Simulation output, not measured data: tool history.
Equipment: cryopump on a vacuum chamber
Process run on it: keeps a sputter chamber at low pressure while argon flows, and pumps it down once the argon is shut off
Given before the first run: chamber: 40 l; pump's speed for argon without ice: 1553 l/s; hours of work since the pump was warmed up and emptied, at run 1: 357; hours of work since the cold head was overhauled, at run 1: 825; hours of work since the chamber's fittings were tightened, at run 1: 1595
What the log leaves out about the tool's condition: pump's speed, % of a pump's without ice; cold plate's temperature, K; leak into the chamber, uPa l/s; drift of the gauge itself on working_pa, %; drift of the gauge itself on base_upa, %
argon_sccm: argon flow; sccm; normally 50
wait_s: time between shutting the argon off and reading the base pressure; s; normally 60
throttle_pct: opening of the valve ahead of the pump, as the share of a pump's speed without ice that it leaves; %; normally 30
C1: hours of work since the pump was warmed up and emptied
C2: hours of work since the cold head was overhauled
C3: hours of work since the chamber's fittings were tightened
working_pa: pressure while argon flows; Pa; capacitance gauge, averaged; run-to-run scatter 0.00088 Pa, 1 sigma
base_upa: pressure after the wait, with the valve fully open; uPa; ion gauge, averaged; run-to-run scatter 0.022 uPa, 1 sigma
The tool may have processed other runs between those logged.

run 1 hour=0.0 | argon_sccm=50 wait_s=60 throttle_pct=30 | C1=357 C2=825 C3=1595 | working_pa=0.1922 base_upa=1.83
run 2 hour=77.4 | argon_sccm=50 wait_s=36 throttle_pct=30 | C1=403 C2=871 C3=1641 | working_pa=0.1942 base_upa=2.28
-- hour=160.7 pump warmed up, emptied and cooled again
run 3 hour=162.6 | argon_sccm=50 wait_s=36 throttle_pct=30 | C1=1 C2=918 C3=1688 | working_pa=0.1833 base_upa=1.98
run 4 hour=228.6 | argon_sccm=50 wait_s=60 throttle_pct=30 | C1=40 C2=956 C3=1727 | working_pa=0.1835 base_upa=1.78
run 5 hour=300.5 | argon_sccm=50 wait_s=60 throttle_pct=30 | C1=82 C2=999 C3=1769 | working_pa=0.1821 base_upa=1.89
run 6 hour=346.6 | argon_sccm=50 wait_s=60 throttle_pct=30 | C1=109 C2=1026 C3=1796 | working_pa=0.1845 base_upa=1.87
run 7 hour=420.9 | argon_sccm=43 wait_s=60 throttle_pct=30 | C1=153 C2=1069 C3=1840 | working_pa=0.1608 base_upa=1.95
run 8 hour=528.5 | argon_sccm=43 wait_s=60 throttle_pct=30 | C1=216 C2=1133 C3=1903 | working_pa=0.1613 base_upa=2.05
run 9 hour=573.5 | argon_sccm=43 wait_s=60 throttle_pct=30 | C1=243 C2=1159 C3=1930 | working_pa=0.1619 base_upa=2.13
run 10 hour=623.3 | argon_sccm=43 wait_s=60 throttle_pct=30 | C1=272 C2=1188 C3=1959 | working_pa=0.1649 base_upa=2.08
run 11 hour=719.1 | argon_sccm=40 wait_s=60 throttle_pct=30 | C1=328 C2=1245 C3=2015 | working_pa=0.1529 base_upa=2.19
run 12 hour=764.0 | argon_sccm=40 wait_s=60 throttle_pct=30 | C1=354 C2=1271 C3=2041 | working_pa=0.1552 base_upa=2.33
run 13 hour=837.9 | argon_sccm=32 wait_s=60 throttle_pct=40 | C1=398 C2=1314 C3=2085 | working_pa=0.0954 base_upa=2.40
run 14 hour=901.5 | argon_sccm=32 wait_s=60 throttle_pct=40 | C1=435 C2=1352 C3=2122 | working_pa=0.0962 base_upa=2.40
-- hour=930.2 pump warmed up, emptied and cooled again
run 15 hour=953.4 | argon_sccm=33 wait_s=25 throttle_pct=30 | C1=14 C2=1379 C3=2150 | working_pa=0.1195 base_upa=2.73
run 16 hour=1041.8 | argon_sccm=93 wait_s=25 throttle_pct=20 | C1=66 C2=1431 C3=2202 | working_pa=0.5136 base_upa=2.77
run 17 hour=1131.1 | argon_sccm=67 wait_s=39 throttle_pct=15 | C1=118 C2=1484 C3=2254 | working_pa=0.4925 base_upa=2.46
run 18 hour=1233.6 | argon_sccm=67 wait_s=39 throttle_pct=15 | C1=178 C2=1544 C3=2314 | working_pa=0.4946 base_upa=2.54

Some steps in working_pa, run to run, broken into two amounts with sign: the step expected even without the hidden condition (settings, incoming material, random variation), and the rest, left for the hidden condition together with whatever gauge scatter is not in both the measured and the hidden-condition-free result:
Run 2 -> 3: pump warmed up, emptied and cooled again. working_pa -0.0109 Pa: hidden state -0.0119, all else +0.0010.
Run 15 -> 16: argon_sccm 33 -> 93, throttle_pct 30 -> 20. working_pa +0.3941 Pa: hidden state +0.0044, all else +0.3897.

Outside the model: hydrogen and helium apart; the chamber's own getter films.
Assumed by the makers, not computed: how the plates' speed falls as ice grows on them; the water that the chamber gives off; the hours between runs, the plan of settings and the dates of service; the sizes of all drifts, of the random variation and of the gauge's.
